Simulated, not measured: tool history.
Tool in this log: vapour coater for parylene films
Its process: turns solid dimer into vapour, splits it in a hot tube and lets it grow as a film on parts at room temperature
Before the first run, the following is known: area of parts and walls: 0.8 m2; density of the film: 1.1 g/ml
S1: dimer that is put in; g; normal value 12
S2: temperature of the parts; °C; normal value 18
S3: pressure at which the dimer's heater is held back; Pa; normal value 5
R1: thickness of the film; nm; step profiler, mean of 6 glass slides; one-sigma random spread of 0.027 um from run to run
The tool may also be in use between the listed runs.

Run 1, hour 0: usual settings. Result: R1 10570 nm.
Run 2, hour 15.3: usual settings. Result: R1 10650 nm.
Run 3, hour 36.1: usual settings. Result: R1 10560 nm.
Run 4, hour 46.6: usual settings but S2 24 °C. Result: R1 9300 nm.
Run 5, hour 63.3: usual settings. Result: R1 10610 nm.
Run 6, hour 75.4: usual settings but S3 4.05 Pa. Result: R1 10790 nm.
Run 7, hour 96.9: usual settings. Result: R1 10570 nm.
Run 8, hour 106.3: usual settings. Result: R1 10670 nm.
Run 9, hour 116.8: usual settings but S3 2.74 Pa. Result: R1 11270 nm.
Run 10, hour 132.7: usual settings. Result: R1 10540 nm.
Run 11, hour 143.2: usual settings but S1 9 g. Result: R1 7930 nm.
Run 12, hour 160.9: usual settings but S1 9 g. Result: R1 7950 nm.
Run 13, hour 170.9: usual settings but S1 9 g. Result: R1 7900 nm.
Run 14, hour 180.7: usual settings but S1 9 g. Result: R1 7960 nm.
Run 15, hour 190.8: usual settings but S3 5.31 Pa. Result: R1 10490 nm.
Run 16, hour 209.8: usual settings but S3 5.31 Pa. Result: R1 10530 nm.
At hour 214.8: trap's valve overhauled.
Run 17, hour 229.4: usual settings but S3 5.31 Pa. Result: R1 10530 nm.
Run 18, hour 250.6: usual settings but S3 7.72 Pa. Result: R1 10200 nm.
Run 19, hour 271.6: usual settings but S1 10 g, S3 9.85 Pa. Result: R1 8280 nm.
Run 20, hour 283.7: usual settings but S1 10 g, S3 9.85 Pa. Result: R1 8270 nm.
Run 21, hour 294.2: usual settings but S1 17 g, S2 23 °C, S3 2.57 Pa. Result: R1 14460 nm.
Run 22, hour 307.6: usual settings but S1 10 g, S2 17 °C, S3 2.57 Pa. Result: R1 9630 nm.
Run 23, hour 319.3: usual settings but S1 10 g, S2 17 °C, S3 8.58 Pa. Result: R1 8550 nm.
Run 24, hour 333.8: usual settings but S1 16 g, S2 24 °C, S3 3.18 Pa. Result: R1 13070 nm.
Run 25, hour 353.2: usual settings but S1 16 g, S2 24 °C, S3 3.18 Pa. Result: R1 13030 nm.
Run 26, hour 369.8: usual settings but S1 10 g, S2 24 °C, S3 9.53 Pa. Result: R1 7290 nm.
Run 27, hour 380.3: usual settings but S1 20 g, S2 13 °C, S3 9.53 Pa. Result: R1 18460 nm.
Run 28, hour 391.9: usual settings but S1 20 g, S2 13 °C, S3 9.53 Pa. Result: R1 18450 nm.
Run 29, hour 412.6: usual settings but S1 5 g, S2 15 °C, S3 3.97 Pa. Result: R1 4840 nm.
Run 30, hour 427: usual settings but S1 6 g, S2 23 °C, S3 2.82 Pa. Result: R1 5070 nm.
Run 31, hour 441.9: usual settings but S1 6 g, S2 15 °C, S3 2.82 Pa. Result: R1 5990 nm.
Run 32, hour 454.7: usual settings but S1 6 g, S2 15 °C, S3 2.82 Pa. Result: R1 5980 nm.

Had the tool no unlogged condition, and each run kept its random variation, what would the results have been?
Unlogged tool condition in this case: vapour lost through the trap's worn valve, %; true temperature of the parts over the reading, C; drift of the gauge itself on film_um, %.
run     R1
  1  10600
  2  10680
  3  10590
  4   9330
  5  10640
  6  10830
  7  10600
  8  10700
  9  11310
 10  10580
 11   7960
 12   7970
 13   7930
 14   7990
 15  10520
 16  10570
 17  10530
 18  10190
 19   8270
 20   8270
 21  14450
 22   9630
 23   8550
 24  13070
 25  13020
 26   7290
 27  18460
 28  18450
 29   4840
 30   5070
 31   5990
 32   5980

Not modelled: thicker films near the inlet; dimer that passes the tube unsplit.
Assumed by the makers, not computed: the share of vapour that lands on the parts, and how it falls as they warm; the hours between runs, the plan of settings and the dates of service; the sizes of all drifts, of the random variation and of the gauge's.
